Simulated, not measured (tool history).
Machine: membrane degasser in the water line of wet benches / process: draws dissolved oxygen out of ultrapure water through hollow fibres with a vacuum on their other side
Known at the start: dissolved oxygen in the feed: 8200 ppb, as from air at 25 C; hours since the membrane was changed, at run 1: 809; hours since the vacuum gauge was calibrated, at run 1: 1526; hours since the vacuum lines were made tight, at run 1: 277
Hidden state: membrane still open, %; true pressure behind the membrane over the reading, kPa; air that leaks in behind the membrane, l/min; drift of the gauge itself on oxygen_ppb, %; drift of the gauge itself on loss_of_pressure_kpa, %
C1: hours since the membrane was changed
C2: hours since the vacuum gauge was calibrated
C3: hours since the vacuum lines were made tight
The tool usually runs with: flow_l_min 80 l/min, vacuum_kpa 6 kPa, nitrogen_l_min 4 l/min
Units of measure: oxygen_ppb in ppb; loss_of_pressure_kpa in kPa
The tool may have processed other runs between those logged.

{"run": 1, "hour": 0.0, "flow_l_min": 80, "vacuum_kpa": 6, "nitrogen_l_min": 4, "C1": 809, "C2": 1526, "C3": 277, "oxygen_ppb": 157.7, "loss_of_pressure_kpa": 48.39}
{"run": 2, "hour": 19.6, "flow_l_min": 80, "vacuum_kpa": 6, "nitrogen_l_min": 4, "C1": 829, "C2": 1545, "C3": 297, "oxygen_ppb": 157.9, "loss_of_pressure_kpa": 48.06}
{"run": 3, "hour": 44.1, "flow_l_min": 80, "vacuum_kpa": 6, "nitrogen_l_min": 4, "C1": 853, "C2": 1570, "C3": 321, "oxygen_ppb": 154.8, "loss_of_pressure_kpa": 48.46}
{"run": 4, "hour": 76.9, "flow_l_min": 122, "vacuum_kpa": 6, "nitrogen_l_min": 4, "C1": 886, "C2": 1603, "C3": 354, "oxygen_ppb": 339.9, "loss_of_pressure_kpa": 73.9}
{"run": 5, "hour": 106.9, "flow_l_min": 80, "vacuum_kpa": 6, "nitrogen_l_min": 6.29, "C1": 916, "C2": 1633, "C3": 384, "oxygen_ppb": 114.7, "loss_of_pressure_kpa": 48.42}
{"run": 6, "hour": 154.4, "flow_l_min": 80, "vacuum_kpa": 6, "nitrogen_l_min": 6.29, "C1": 964, "C2": 1680, "C3": 432, "oxygen_ppb": 114.2, "loss_of_pressure_kpa": 48.43}
{"run": 7, "hour": 196.5, "flow_l_min": 80, "vacuum_kpa": 6, "nitrogen_l_min": 6.29, "C1": 1006, "C2": 1722, "C3": 474, "oxygen_ppb": 115.8, "loss_of_pressure_kpa": 48.47}
{"run": 8, "hour": 228.5, "flow_l_min": 80, "vacuum_kpa": 6, "nitrogen_l_min": 6.29, "C1": 1038, "C2": 1754, "C3": 506, "oxygen_ppb": 114.7, "loss_of_pressure_kpa": 48.41}
{"run": 9, "hour": 275.7, "flow_l_min": 80, "vacuum_kpa": 6, "nitrogen_l_min": 6.29, "C1": 1085, "C2": 1801, "C3": 553, "oxygen_ppb": 113.2, "loss_of_pressure_kpa": 48.37}
{"run": 10, "hour": 302.9, "flow_l_min": 80, "vacuum_kpa": 6, "nitrogen_l_min": 1.92, "C1": 1112, "C2": 1829, "C3": 580, "oxygen_ppb": 261.9, "loss_of_pressure_kpa": 48.13}
{"run": 11, "hour": 337.0, "flow_l_min": 80, "vacuum_kpa": 6, "nitrogen_l_min": 1.92, "C1": 1146, "C2": 1863, "C3": 614, "oxygen_ppb": 259.5, "loss_of_pressure_kpa": 48.66}
{"run": 12, "hour": 364.1, "flow_l_min": 53, "vacuum_kpa": 6, "nitrogen_l_min": 1.92, "C1": 1173, "C2": 1890, "C3": 641, "oxygen_ppb": 170.4, "loss_of_pressure_kpa": 31.74}
{"run": 13, "hour": 400.6, "flow_l_min": 80, "vacuum_kpa": 6, "nitrogen_l_min": 10.02, "C1": 1210, "C2": 1926, "C3": 678, "oxygen_ppb": 84, "loss_of_pressure_kpa": 48.5}
{"run": 14, "hour": 428.9, "flow_l_min": 80, "vacuum_kpa": 6, "nitrogen_l_min": 4, "C1": 1238, "C2": 1955, "C3": 706, "oxygen_ppb": 157.4, "loss_of_pressure_kpa": 48.53}
{"run": 15, "hour": 450.8, "flow_l_min": 80, "vacuum_kpa": 6, "nitrogen_l_min": 4.47, "C1": 1260, "C2": 1977, "C3": 728, "oxygen_ppb": 144.9, "loss_of_pressure_kpa": 48.59}
{"run": 16, "hour": 493.2, "flow_l_min": 80, "vacuum_kpa": 5.81, "nitrogen_l_min": 4, "C1": 1303, "C2": 2019, "C3": 770, "oxygen_ppb": 148.9, "loss_of_pressure_kpa": 48.51}
{"run": 17, "hour": 516.1, "flow_l_min": 80, "vacuum_kpa": 6, "nitrogen_l_min": 4, "C1": 1325, "C2": 2042, "C3": 793, "oxygen_ppb": 160, "loss_of_pressure_kpa": 48.31}
{"run": 18, "hour": 553.5, "flow_l_min": 72, "vacuum_kpa": 4.87, "nitrogen_l_min": 9.3, "C1": 1363, "C2": 2079, "C3": 831, "oxygen_ppb": 50.6, "loss_of_pressure_kpa": 44}
{"run": 19, "hour": 593.9, "flow_l_min": 80, "vacuum_kpa": 6, "nitrogen_l_min": 8.11, "C1": 1403, "C2": 2120, "C3": 871, "oxygen_ppb": 97.3, "loss_of_pressure_kpa": 48.73}
{"run": 20, "hour": 632.6, "flow_l_min": 54, "vacuum_kpa": 6, "nitrogen_l_min": 2.13, "C1": 1442, "C2": 2158, "C3": 910, "oxygen_ppb": 158.3, "loss_of_pressure_kpa": 32.74}
{"run": 21, "hour": 673.9, "flow_l_min": 54, "vacuum_kpa": 6, "nitrogen_l_min": 2.13, "C1": 1483, "C2": 2200, "C3": 951, "oxygen_ppb": 157.9, "loss_of_pressure_kpa": 32.63}
{"run": 22, "hour": 718.1, "flow_l_min": 54, "vacuum_kpa": 6, "nitrogen_l_min": 2.13, "C1": 1527, "C2": 2244, "C3": 995, "oxygen_ppb": 160.1, "loss_of_pressure_kpa": 32.49}
{"run": 23, "hour": 747.0, "flow_l_min": 54, "vacuum_kpa": 6, "nitrogen_l_min": 2.13, "C1": 1556, "C2": 2273, "C3": 1024, "oxygen_ppb": 159.3, "loss_of_pressure_kpa": 32.33}
{"run": 24, "hour": 786.5, "flow_l_min": 54, "vacuum_kpa": 6, "nitrogen_l_min": 2.13, "C1": 1596, "C2": 2312, "C3": 1064, "oxygen_ppb": 160.5, "loss_of_pressure_kpa": 32.93}
{"run": 25, "hour": 832.7, "flow_l_min": 54, "vacuum_kpa": 6, "nitrogen_l_min": 2.13, "C1": 1642, "C2": 2358, "C3": 1110, "oxygen_ppb": 162.1, "loss_of_pressure_kpa": 32.72}
{"run": 26, "hour": 862.4, "flow_l_min": 66, "vacuum_kpa": 6, "nitrogen_l_min": 2.31, "C1": 1672, "C2": 2388, "C3": 1140, "oxygen_ppb": 184.9, "loss_of_pressure_kpa": 40.04}
{"run": 27, "hour": 907.4, "flow_l_min": 66, "vacuum_kpa": 4.66, "nitrogen_l_min": 10.06, "C1": 1717, "C2": 2433, "C3": 1185, "oxygen_ppb": 36.6, "loss_of_pressure_kpa": 40.24}
{"run": 28, "hour": 950.1, "flow_l_min": 66, "vacuum_kpa": 4.66, "nitrogen_l_min": 10.06, "C1": 1759, "C2": 2476, "C3": 1227, "oxygen_ppb": 35.7, "loss_of_pressure_kpa": 40.38}
{"run": 29, "hour": 985.6, "flow_l_min": 95, "vacuum_kpa": 7.27, "nitrogen_l_min": 2.7, "C1": 1795, "C2": 2511, "C3": 1263, "oxygen_ppb": 364.7, "loss_of_pressure_kpa": 57.73}
{"run": 30, "hour": 1020.6, "flow_l_min": 51, "vacuum_kpa": 14.4, "nitrogen_l_min": 8.48, "C1": 1830, "C2": 2546, "C3": 1298, "oxygen_ppb": 161.8, "loss_of_pressure_kpa": 31.04}
{"run": 31, "hour": 1041.5, "flow_l_min": 51, "vacuum_kpa": 14.4, "nitrogen_l_min": 8.48, "C1": 1851, "C2": 2567, "C3": 1319, "oxygen_ppb": 164.1, "loss_of_pressure_kpa": 31.29}
{"run": 32, "hour": 1066.4, "flow_l_min": 51, "vacuum_kpa": 14.4, "nitrogen_l_min": 8.48, "C1": 1876, "C2": 2592, "C3": 1343, "oxygen_ppb": 162.9, "loss_of_pressure_kpa": 30.74}
{"run": 33, "hour": 1091.6, "flow_l_min": 51, "vacuum_kpa": 14.4, "nitrogen_l_min": 8.48, "C1": 1901, "C2": 2617, "C3": 1369, "oxygen_ppb": 163.1, "loss_of_pressure_kpa": 31.23}

3 ways to go on from here, each from the tool as it stands after run 33. What would each give?
{"run": "A", "hour": 1126.9, "flow_l_min": 93, "vacuum_kpa": 5.12, "nitrogen_l_min": 2.65, "C1": 1936, "C2": 2653, "C3": 1404, "oxygen_ppb": "?", "loss_of_pressure_kpa": "?"}
{"run": "B", "hour": 1126.9, "flow_l_min": 97, "vacuum_kpa": 14.4, "nitrogen_l_min": 11.18, "C1": 1936, "C2": 2653, "C3": 1404, "oxygen_ppb": "?", "loss_of_pressure_kpa": "?"}
{"run": "C", "hour": 1126.9, "flow_l_min": 48, "vacuum_kpa": 14.4, "nitrogen_l_min": 8.48, "C1": 1936, "C2": 2653, "C3": 1404, "oxygen_ppb": "?", "loss_of_pressure_kpa": "?"}

run=A oxygen_ppb=203.7 loss_of_pressure_kpa=56.89
run=B oxygen_ppb=301.7 loss_of_pressure_kpa=59.4
run=C oxygen_ppb=154.2 loss_of_pressure_kpa=29.41
Without the tool's hidden state the same runs would have given:
run=A oxygen_ppb=191.1 loss_of_pressure_kpa=55.86
run=B oxygen_ppb=293.5 loss_of_pressure_kpa=58.33
run=C oxygen_ppb=152.3 loss_of_pressure_kpa=28.88
